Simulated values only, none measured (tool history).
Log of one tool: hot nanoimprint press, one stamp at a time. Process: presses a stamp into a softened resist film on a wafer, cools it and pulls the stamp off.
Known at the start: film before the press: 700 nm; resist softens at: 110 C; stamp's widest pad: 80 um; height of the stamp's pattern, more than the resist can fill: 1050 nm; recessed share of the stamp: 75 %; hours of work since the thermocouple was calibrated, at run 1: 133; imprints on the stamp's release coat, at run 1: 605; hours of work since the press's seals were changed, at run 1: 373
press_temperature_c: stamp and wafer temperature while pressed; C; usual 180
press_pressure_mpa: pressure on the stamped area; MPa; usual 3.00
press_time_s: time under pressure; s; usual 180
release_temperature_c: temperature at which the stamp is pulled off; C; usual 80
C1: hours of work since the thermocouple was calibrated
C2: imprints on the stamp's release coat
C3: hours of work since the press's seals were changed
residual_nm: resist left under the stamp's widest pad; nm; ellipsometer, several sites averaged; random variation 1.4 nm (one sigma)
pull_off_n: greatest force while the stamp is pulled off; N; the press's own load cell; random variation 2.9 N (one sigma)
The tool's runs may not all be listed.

run 1 hour=0.0 | press_temperature_c=180 press_pressure_mpa=3.00 press_time_s=180 release_temperature_c=80 | C1=133 C2=605 C3=373 | residual_nm=321.6 pull_off_n=168
run 2 hour=35.5 | press_temperature_c=180 press_pressure_mpa=3.00 press_time_s=180 release_temperature_c=80 | C1=157 C2=715 C3=398 | residual_nm=316.7 pull_off_n=179
run 3 hour=57.6 | press_temperature_c=180 press_pressure_mpa=3.00 press_time_s=180 release_temperature_c=84 | C1=172 C2=783 C3=413 | residual_nm=317.0 pull_off_n=172
run 4 hour=98.4 | press_temperature_c=180 press_pressure_mpa=3.00 press_time_s=180 release_temperature_c=84 | C1=200 C2=909 C3=440 | residual_nm=316.6 pull_off_n=181
run 5 hour=133.2 | press_temperature_c=180 press_pressure_mpa=3.00 press_time_s=180 release_temperature_c=80 | C1=224 C2=1017 C3=464 | residual_nm=313.6 pull_off_n=196
-- hour=163.6 stamp cleaned and given a new release coat
run 6 hour=176.7 | press_temperature_c=180 press_pressure_mpa=3.00 press_time_s=180 release_temperature_c=80 | C1=249 C2=40 C3=489 | residual_nm=312.0 pull_off_n=139
run 7 hour=224.5 | press_temperature_c=180 press_pressure_mpa=3.00 press_time_s=180 release_temperature_c=80 | C1=281 C2=188 C3=522 | residual_nm=310.9 pull_off_n=149
-- hour=246.3 plate thermocouple calibrated
run 8 hour=273.1 | press_temperature_c=180 press_pressure_mpa=3.00 press_time_s=180 release_temperature_c=80 | C1=18 C2=329 C3=553 | residual_nm=300.4 pull_off_n=157
run 9 hour=294.5 | press_temperature_c=180 press_pressure_mpa=3.00 press_time_s=180 release_temperature_c=75 | C1=33 C2=395 C3=567 | residual_nm=301.2 pull_off_n=160
run 10 hour=321.6 | press_temperature_c=180 press_pressure_mpa=3.00 press_time_s=180 release_temperature_c=80 | C1=51 C2=479 C3=586 | residual_nm=300.4 pull_off_n=159
run 11 hour=349.6 | press_temperature_c=180 press_pressure_mpa=3.00 press_time_s=180 release_temperature_c=80 | C1=70 C2=565 C3=605 | residual_nm=296.5 pull_off_n=160
run 12 hour=380.5 | press_temperature_c=180 press_pressure_mpa=3.00 press_time_s=180 release_temperature_c=80 | C1=91 C2=660 C3=626 | residual_nm=297.0 pull_off_n=167
-- hour=416.3 plate thermocouple calibrated, once more
run 13 hour=429.7 | press_temperature_c=180 press_pressure_mpa=3.00 press_time_s=105 release_temperature_c=80 | C1=9 C2=803 C3=657 | residual_nm=394.2 pull_off_n=187
run 14 hour=455.4 | press_temperature_c=181 press_pressure_mpa=3.00 press_time_s=105 release_temperature_c=80 | C1=27 C2=882 C3=674 | residual_nm=378.3 pull_off_n=192
run 15 hour=481.9 | press_temperature_c=181 press_pressure_mpa=3.00 press_time_s=105 release_temperature_c=80 | C1=45 C2=964 C3=692 | residual_nm=381.4 pull_off_n=199
run 16 hour=515.0 | press_temperature_c=168 press_pressure_mpa=3.37 press_time_s=221 release_temperature_c=75 | C1=67 C2=1066 C3=715 | residual_nm=478.3 pull_off_n=223
-- hour=527.6 stamp cleaned and given a new release coat
run 17 hour=555.7 | press_temperature_c=168 press_pressure_mpa=3.37 press_time_s=221 release_temperature_c=75 | C1=91 C2=86 C3=738 | residual_nm=478.3 pull_off_n=155
run 18 hour=600.1 | press_temperature_c=168 press_pressure_mpa=3.37 press_time_s=221 release_temperature_c=75 | C1=121 C2=224 C3=769 | residual_nm=476.0 pull_off_n=160
run 19 hour=644.5 | press_temperature_c=168 press_pressure_mpa=3.37 press_time_s=221 release_temperature_c=75 | C1=151 C2=361 C3=799 | residual_nm=473.5 pull_off_n=168
run 20 hour=665.8 | press_temperature_c=168 press_pressure_mpa=3.37 press_time_s=221 release_temperature_c=75 | C1=165 C2=426 C3=813 | residual_nm=474.1 pull_off_n=176
run 21 hour=705.9 | press_temperature_c=168 press_pressure_mpa=3.37 press_time_s=221 release_temperature_c=75 | C1=193 C2=550 C3=840 | residual_nm=468.8 pull_off_n=184
run 22 hour=731.3 | press_temperature_c=170 press_pressure_mpa=3.37 press_time_s=221 release_temperature_c=75 | C1=210 C2=629 C3=858 | residual_nm=434.2 pull_off_n=184
run 23 hour=765.3 | press_temperature_c=180 press_pressure_mpa=2.02 press_time_s=180 release_temperature_c=69 | C1=233 C2=734 C3=881 | residual_nm=364.7 pull_off_n=208
run 24 hour=790.2 | press_temperature_c=180 press_pressure_mpa=2.02 press_time_s=180 release_temperature_c=69 | C1=250 C2=810 C3=898 | residual_nm=362.5 pull_off_n=207
run 25 hour=813.8 | press_temperature_c=184 press_pressure_mpa=2.02 press_time_s=180 release_temperature_c=69 | C1=266 C2=883 C3=914 | residual_nm=307.2 pull_off_n=213
run 26 hour=852.4 | press_temperature_c=184 press_pressure_mpa=2.02 press_time_s=129 release_temperature_c=87 | C1=292 C2=1003 C3=940 | residual_nm=350.6 pull_off_n=173
-- hour=859.4 plate thermocouple calibrated
-- hour=889.8 stamp cleaned and given a new release coat
run 27 hour=896.7 | press_temperature_c=184 press_pressure_mpa=3.95 press_time_s=140 release_temperature_c=87 | C1=21 C2=22 C3=964 | residual_nm=270.8 pull_off_n=127
run 28 hour=928.5 | press_temperature_c=182 press_pressure_mpa=3.00 press_time_s=180 release_temperature_c=81 | C1=43 C2=120 C3=985 | residual_nm=299.6 pull_off_n=146
-- hour=972.0 press's hydraulic seals changed and the load cell set to zero
run 29 hour=975.6 | press_temperature_c=192 press_pressure_mpa=3.05 press_time_s=286 release_temperature_c=67 | C1=69 C2=241 C3=2 | residual_nm=149.1 pull_off_n=178

Hidden state at the last listed run before each entry between runs and at the first one after, where it differs:
Between runs 5 and 6: stamp cleaned and given a new release coat (hour 163.6)
  true temperature over the reading, C: 0.77 -> 0.87; pressure that arrives at the usual setting, %: 98.29 -> 98.23; grip of the stamp's worn release coat, % over a new coat's: 44.3 -> 1.6
  measured less the result without the state, residual_nm: -8.8 -> -10.1 nm; pull_off_n: +59 -> +1 N
Between runs 7 and 8: plate thermocouple calibrated (hour 246.3)
  true temperature over the reading, C: 1 -> 1.77; pressure that arrives at the usual setting, %: 98.15 -> 98.07; grip of the stamp's worn release coat, % over a new coat's: 7.7 -> 13.6
  measured less the result without the state, residual_nm: -11.8 -> -22.4 nm; pull_off_n: +9 -> +15 N
Between runs 12 and 13: plate thermocouple calibrated, once more (hour 416.3)
  true temperature over the reading, C: 2.08 -> 0; pressure that arrives at the usual setting, %: 97.88 -> 97.8; grip of the stamp's worn release coat, % over a new coat's: 28 -> 34.4
  measured less the result without the state, residual_nm: -26.4 -> +3.1 nm; pull_off_n: +33 -> +47 N
Between runs 16 and 17: stamp cleaned and given a new release coat (hour 527.6)
  true temperature over the reading, C: 0.23 -> 0.33; pressure that arrives at the usual setting, %: 97.65 -> 97.59; grip of the stamp's worn release coat, % over a new coat's: 46.7 -> 3.5
  measured less the result without the state, residual_nm: -0.5 -> -2.1 nm; pull_off_n: +70 -> +4 N
Between runs 26 and 27: plate thermocouple calibrated (hour 859.4); stamp cleaned and given a new release coat (hour 889.8)
  true temperature over the reading, C: 1.16 -> -0.01; pressure that arrives at the usual setting, %: 97.09 -> 97.03; grip of the stamp's worn release coat, % over a new coat's: 43.7 -> 0.9
  measured less the result without the state, residual_nm: -13.8 -> +4.8 nm; pull_off_n: +50 -> +1 N
Between runs 28 and 29: press's hydraulic seals changed and the load cell set to zero (hour 972.0)
  true temperature over the reading, C: 0.08 -> 0.18; pressure that arrives at the usual setting, %: 96.97 -> 99.15; grip of the stamp's worn release coat, % over a new coat's: 4.9 -> 9.9
  measured less the result without the state, residual_nm: +2.9 -> -0.6 nm; pull_off_n: +7 -> +15 N
